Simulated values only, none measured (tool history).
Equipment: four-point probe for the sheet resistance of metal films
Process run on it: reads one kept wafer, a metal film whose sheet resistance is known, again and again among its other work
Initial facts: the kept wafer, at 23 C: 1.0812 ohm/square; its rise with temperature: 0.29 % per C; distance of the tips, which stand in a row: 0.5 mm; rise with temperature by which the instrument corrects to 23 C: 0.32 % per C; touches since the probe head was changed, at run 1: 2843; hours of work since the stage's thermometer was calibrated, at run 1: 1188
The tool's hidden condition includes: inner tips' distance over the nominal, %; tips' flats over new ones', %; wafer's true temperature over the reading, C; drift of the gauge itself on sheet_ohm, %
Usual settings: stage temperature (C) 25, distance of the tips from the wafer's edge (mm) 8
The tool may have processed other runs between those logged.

run,hour,stage temperature (C),distance of the tips from the wafer's edge (mm),touches since the probe head was changed,hours of work since the stage's thermometer was calibrated,sheet resistance as the instrument gives it (ohm/square)
1,0,25,8,2843,1188,1.078984
2,13.1,25,8,3113,1196,1.078997
3,31.7,25,8,3496,1209,1.078678
4,48.7,26,8,3845,1221,1.078513
5,59,26,8,4058,1228,1.078807
6,79.3,19,8,4476,1241,1.081213
7,87.9,23,44,4654,1247,1.077718
8,96.8,23,30,4837,1253,1.077981
9,111.3,34,58,5135,1263,1.073304
10,132.2,35,22,5566,1277,1.073636

Below are 5 alternative next runs, each starting from the tool's condition after run 10. Predict each:
A,149.1,22,22,5914,1289,?
B,149.1,31,9,5914,1289,?
C,149.1,25,8,5914,1289,?
D,149.1,22,5,5914,1289,?
E,149.1,25,3,5914,1289,?

run,sheet resistance as the instrument gives it (ohm/square)
A,1.078085
B,1.076071
C,1.079045
D,1.084006
E,1.092232
Had the tool no hidden state, the same runs would have come out as:
run,sheet resistance as the instrument gives it (ohm/square)
A,1.081903
B,1.079845
C,1.082854
D,1.087844
E,1.096085

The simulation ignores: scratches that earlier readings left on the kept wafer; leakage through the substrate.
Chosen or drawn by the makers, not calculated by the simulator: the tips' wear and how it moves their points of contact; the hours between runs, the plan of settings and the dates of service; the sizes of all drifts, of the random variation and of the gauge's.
